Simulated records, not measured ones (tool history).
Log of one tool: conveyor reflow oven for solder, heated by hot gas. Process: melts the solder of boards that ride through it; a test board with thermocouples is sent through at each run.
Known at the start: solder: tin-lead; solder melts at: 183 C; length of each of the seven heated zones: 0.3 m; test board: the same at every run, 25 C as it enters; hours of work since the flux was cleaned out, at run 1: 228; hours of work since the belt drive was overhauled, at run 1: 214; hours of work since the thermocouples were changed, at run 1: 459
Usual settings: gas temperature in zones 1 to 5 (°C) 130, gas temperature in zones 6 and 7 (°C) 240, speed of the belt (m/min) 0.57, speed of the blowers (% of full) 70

run   hour  gas temperature in zones 1 to 5 (°C)  gas temperature in zones 6 and 7 (°C)  speed of the belt (m/min)  speed of the blowers (% of full)  hours of work since the flux was cleaned out  hours of work since the belt drive was overhauled  hours of work since the thermocouples were changed  highest temperature of the board (°C)  time above the solder's melting point (s)
  1      0                                   130                                    240                       0.57                                70                                           228                                                214                                                 459                                 221.01                                      47.46
  2   16.4                                   130                                    240                       0.57                                70                                           240                                                226                                                 471                                 220.87                                      47.45
  3   26.9                                   130                                    240                       0.57                                70                                           248                                                234                                                 479                                 220.68                                      47.37
      35.5  -- flux residue cleaned out of gas plates and filters
  4   45.5                                   130                                    240                      0.521                                70                                             8                                                244                                                 489                                 224.88                                      54.84
  5   61.5                                   130                                    240                       0.57                                70                                            19                                                256                                                 501                                  221.7                                      48.06
  6   77.1                                   130                                    240                       0.57                                70                                            31                                                268                                                 513                                 221.72                                      48.12
  7   84.8                                   130                                    240                       0.57                                70                                            37                                                274                                                 519                                 221.73                                      47.99
  8   93.7                                   130                                    246                       0.57                                70                                            44                                                280                                                 525                                 226.94                                      50.79
  9  104.5                                   139                                    247                      0.584                                50                                            52                                                288                                                 534                                 223.56                                      49.88
 10  116.8                                   119                                    247                      0.575                                50                                            61                                                298                                                 543                                 219.95                                      43.37
 11  132.5                                   128                                    242                       0.67                                58                                            72                                                309                                                 554                                 213.42                                      34.69
 12  148.2                                   128                                    242                      0.653                                58                                            84                                                321                                                 566                                 214.51                                      36.42
 13  158.3                                   133                                    240                      0.608                                70                                            92                                                329                                                 574                                 219.67                                      44.32
 14  168.9                                   133                                    240                      0.608                                70                                           100                                                337                                                 582                                 219.57                                      44.34

The same runs without the tool's hidden state, with the same run-to-run variation:
The hidden state here: heat that the gas passes to the board, % of a clean oven's; belt's true speed, % of the reading; true gas temperature in zones 6 and 7 over the reading, C; drift of the gauge itself on peak_c, C; drift of the gauge itself on liquid_s, %.
run  highest temperature of the board (°C)  time above the solder's melting point (s)
  1                                 222.77                                       48.5
  2                                  222.7                                      48.52
  3                                 222.54                                      48.46
  4                                 225.72                                      55.17
  5                                 222.59                                      48.44
  6                                 222.67                                      48.53
  7                                 222.71                                      48.43
  8                                 227.97                                      51.18
  9                                 224.53                                      50.29
 10                                 221.02                                      43.93
 11                                 214.56                                      35.35
 12                                 215.71                                      37.11
 13                                 220.94                                      44.93
 14                                 220.88                                      44.98
